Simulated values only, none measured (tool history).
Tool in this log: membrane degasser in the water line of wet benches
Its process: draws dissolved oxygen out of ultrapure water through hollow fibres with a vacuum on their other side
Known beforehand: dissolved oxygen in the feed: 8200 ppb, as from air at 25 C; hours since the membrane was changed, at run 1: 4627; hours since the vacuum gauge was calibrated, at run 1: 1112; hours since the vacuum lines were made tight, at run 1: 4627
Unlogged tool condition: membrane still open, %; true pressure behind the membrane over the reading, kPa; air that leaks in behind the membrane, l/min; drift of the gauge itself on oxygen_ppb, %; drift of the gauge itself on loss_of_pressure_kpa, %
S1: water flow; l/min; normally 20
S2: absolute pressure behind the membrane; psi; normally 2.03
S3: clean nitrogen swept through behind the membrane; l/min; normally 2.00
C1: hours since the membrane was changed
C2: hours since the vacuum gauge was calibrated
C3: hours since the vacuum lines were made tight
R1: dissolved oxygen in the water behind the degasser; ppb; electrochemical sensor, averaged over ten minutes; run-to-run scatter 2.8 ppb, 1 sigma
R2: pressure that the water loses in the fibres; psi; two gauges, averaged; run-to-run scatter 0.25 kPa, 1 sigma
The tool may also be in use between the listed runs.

run	hour	S1	S2	S3	C1	C2	C3	R1	R2
1	0.0	20	2.03	2.00	4627	1112	4627	329.7	9.712
2	237.1	20	2.03	2.00	4864	1349	4864	326.9	9.722
3	338.7	20	2.34	2.00	4966	1450	4966	377.1	9.702
4	461.3	20	2.34	2.00	5088	1573	5088	370.9	9.694
5	592.5	20	2.03	2.00	5220	1704	5220	329.7	9.729
6	721.3	12	2.03	2.00	5348	1833	5348	183.7	5.836
7	862.9	12	2.83	2.00	5490	1975	5490	264.5	5.904
8	1022.2	12	2.83	2.00	5649	2134	5649	267.8	5.868
9	1247.3	12	2.83	2.00	5874	2359	5874	265.9	5.902
10	1447.5	20	2.03	2.00	6075	2559	6075	329.0	9.757
11	1637.8	30	2.03	2.00	6265	2750	6265	524.5	14.563
12	1829.4	24	1.70	4.44	6456	2941	6456	226.8	11.707
13	2019.1	24	1.70	4.44	6646	3131	6646	227.3	11.757
14	2234.9	24	1.70	4.44	6862	3347	6862	225.6	11.694
# hour 2366.6: seals of the vacuum lines changed
15	2447.6	24	1.70	4.44	7073	3557	81	225.0	11.748
16	2655.0	24	1.70	4.44	7280	3765	288	224.8	11.731
17	2778.4	20	2.03	1.14	7403	3888	412	497.2	9.770
18	2927.1	27	2.93	3.66	7552	4037	561	429.5	13.268
19	3163.7	20	2.48	1.76	7789	4273	797	447.1	9.881

Predict the results of run 20:
20	3287.2	20	2.48	1.76	7912	4397	921	?	?

R1: 436.6 ppb
R2: 9.834 psi
With the hidden condition absent and the run-to-run variation left alone, this run would have shown R1 417.8 ppb, R2 9.523 psi.
